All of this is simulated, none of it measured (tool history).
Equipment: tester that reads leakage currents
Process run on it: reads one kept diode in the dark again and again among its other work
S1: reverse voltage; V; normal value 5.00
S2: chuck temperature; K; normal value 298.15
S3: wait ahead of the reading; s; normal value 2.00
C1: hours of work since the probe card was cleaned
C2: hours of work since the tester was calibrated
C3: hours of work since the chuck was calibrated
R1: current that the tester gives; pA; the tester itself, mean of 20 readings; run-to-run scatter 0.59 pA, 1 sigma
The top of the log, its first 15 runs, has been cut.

Run 16, day 105.092: usual settings; C1 1184; C2 2467; C3 1950. Result: R1 225.09 pA.
Run 17, day 114.325: usual settings; C1 1347; C2 2630; C3 2114. Result: R1 227.68 pA.
Run 18, day 119.396: usual settings but S3 7.48 s; C1 1437; C2 2719; C3 2203. Result: R1 227.68 pA.
Run 19, day 125.546: usual settings but S2 296.15 K, S3 7.48 s; C1 1545; C2 2828; C3 2312. Result: R1 199.38 pA.
At day 130.238: chuck's temperature calibrated.
Run 20, day 134.371: usual settings but S2 296.15 K, S3 7.48 s; C1 1699; C2 2982; C3 73. Result: R1 170.56 pA.
Run 21, day 142.825: usual settings but S2 296.15 K, S3 7.48 s; C1 1849; C2 3131; C3 222. Result: R1 172.70 pA.
Run 22, day 146.800: usual settings but S1 14.68 V, S2 297.15 K; C1 1919; C2 3202; C3 292. Result: R1 338.36 pA.
Run 23, day 151.283: usual settings but S1 6.89 V, S2 294.15 K, S3 5.45 s; C1 1998; C2 3281; C3 372. Result: R1 180.82 pA.
Run 24, day 155.800: usual settings but S1 2.80 V, S2 294.15 K, S3 5.45 s; C1 2078; C2 3360; C3 451. Result: R1 111.49 pA.
Run 25, day 163.567: usual settings but S3 2.40 s; C1 2215; C2 3498; C3 589. Result: R1 206.11 pA.
Run 26, day 168.533: usual settings but S1 1.07 V, S2 305.15 K; C1 2303; C2 3585; C3 676. Result: R1 149.77 pA.
Run 27, day 173.458: usual settings but S1 9.74 V, S3 2.22 s; C1 2390; C2 3672; C3 763. Result: R1 300.85 pA.
Run 28, day 181.288: usual settings but S1 9.74 V, S3 2.22 s; C1 2528; C2 3811; C3 901. Result: R1 302.32 pA.
Run 29, day 189.333: usual settings but S1 1.87 V, S2 315.15 K, S3 5.67 s; C1 2670; C2 3953; C3 1044. Result: R1 408.24 pA.
At day 192.454: probe card cleaned and baked.
Run 30, day 194.933: usual settings but S1 13.51 V, S2 315.15 K, S3 1.50 s; C1 44; C2 4049; C3 1140. Result: R1 1168.94 pA.
Run 31, day 204.050: usual settings but S1 1.05 V, S2 326.15 K, S3 3.19 s; C1 205; C2 4210; C3 1301. Result: R1 609.86 pA.
Run 32, day 212.625: usual settings but S1 3.39 V, S2 314.15 K; C1 356; C2 4362; C3 1453. Result: R1 537.14 pA.
Run 33, day 217.304: usual settings but S1 3.86 V, S2 323.15 K, S3 0.74 s; C1 439; C2 4444; C3 1535. Result: R1 1030.66 pA.
Run 34, day 225.167: usual settings but S1 6.24 V, S2 321.15 K, S3 0.81 s; C1 578; C2 4583; C3 1674. Result: R1 1181.00 pA.
Run 35, day 231.158: usual settings but S1 6.10 V; C1 683; C2 4689; C3 1780. Result: R1 248.25 pA.
At day 235.183: tester calibrated.
Run 36, day 237.279: usual settings but S1 5.31 V; C1 790; C2 37; C3 1886. Result: R1 231.70 pA.
Run 37, day 241.462: usual settings but S1 7.03 V, S2 308.15 K; C1 864; C2 111; C3 1960. Result: R1 542.03 pA.
Run 38, day 250.112: usual settings but S1 2.04 V, S2 317.15 K, S3 5.51 s; C1 1017; C2 264; C3 2113. Result: R1 513.11 pA.
Run 39, day 255.467: usual settings but S1 12.06 V, S3 4.99 s; C1 1111; C2 358; C3 2208. Result: R1 365.01 pA.

Here are 3 independent what-if runs from the current tool condition. What would each one return?
Run A, day 260.292: usual settings but S1 4.22 V, S3 1.87 s; C1 1196; C2 443; C3 2293. Result: R1 ?.
Run B, day 260.292: usual settings but S1 1.80 V, S2 310.15 K, S3 0.85 s; C1 1196; C2 443; C3 2293. Result: R1 ?.
Run C, day 260.292: usual settings but S1 3.96 V, S3 0.73 s; C1 1196; C2 443; C3 2293. Result: R1 ?.

run      R1
  A  209.08
  B  305.38
  C  202.83
Stripped of hidden state, with their random variation kept, the same runs would have yielded:
run      R1
  A  178.42
  B  264.45
  C  173.19
